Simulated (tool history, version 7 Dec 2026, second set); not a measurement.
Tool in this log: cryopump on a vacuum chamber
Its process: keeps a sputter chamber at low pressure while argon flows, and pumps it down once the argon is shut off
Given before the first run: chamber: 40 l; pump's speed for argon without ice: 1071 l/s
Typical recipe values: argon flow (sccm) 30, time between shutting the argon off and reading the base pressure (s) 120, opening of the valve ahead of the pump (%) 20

run   hour  argon flow (sccm)  time between shutting the argon off and reading the base pressure (s)  opening of the valve ahead of the pump (%)  pressure while argon flows (Pa)  pressure after the wait (uPa)
  1      0                 30                                                                    120                                          20                           0.2462                           3.31
  2   58.7                 30                                                                    120                                          20                            0.246                           3.43
  3  103.4                 12                                                                    120                                          20                           0.0986                           3.55
  4  156.4                 24                                                                    120                                          20                           0.1967                           3.63
  5  216.5                 24                                                                    120                                          20                           0.1983                           3.61
  6  306.6                 24                                                                    120                                          20                           0.1995                           3.93
  7  395.2                 24                                                                    120                                          40                           0.1051                           4.15
  8  462.4                 24                                                                     43                                          18                           0.2212                            4.8
  9  527.5                 24                                                                     31                                          32                           0.1315                           5.29
 10    583                 24                                                                     31                                          32                           0.1321                           5.37

Each row is a separate what-if for the run after 10, all from the same tool condition, not one after another. Results?
  A   639                 13                                                                     30                                          20                                ?                              ?
  B   639                 30                                                                    260                                          20                                ?                              ?
  C   639                 24                                                                    159                                          32                                ?                              ?
  D   639                 50                                                                     43                                          52                                ?                              ?
  E   639                 22                                                                     62                                          58                                ?                              ?

run  pressure while argon flows (Pa)  pressure after the wait (uPa)
  A                           0.1097                           5.51
  B                           0.2545                           4.51
  C                           0.1316                           4.57
  D                           0.1799                           5.31
  E                           0.0724                           4.93
Without the tool's hidden state the same runs would have given:
run  pressure while argon flows (Pa)  pressure after the wait (uPa)
  A                           0.1023                           1.49
  B                           0.2374                           0.44
  C                            0.118                           0.51
  D                           0.1515                           1.16
  E                           0.0598                           0.89

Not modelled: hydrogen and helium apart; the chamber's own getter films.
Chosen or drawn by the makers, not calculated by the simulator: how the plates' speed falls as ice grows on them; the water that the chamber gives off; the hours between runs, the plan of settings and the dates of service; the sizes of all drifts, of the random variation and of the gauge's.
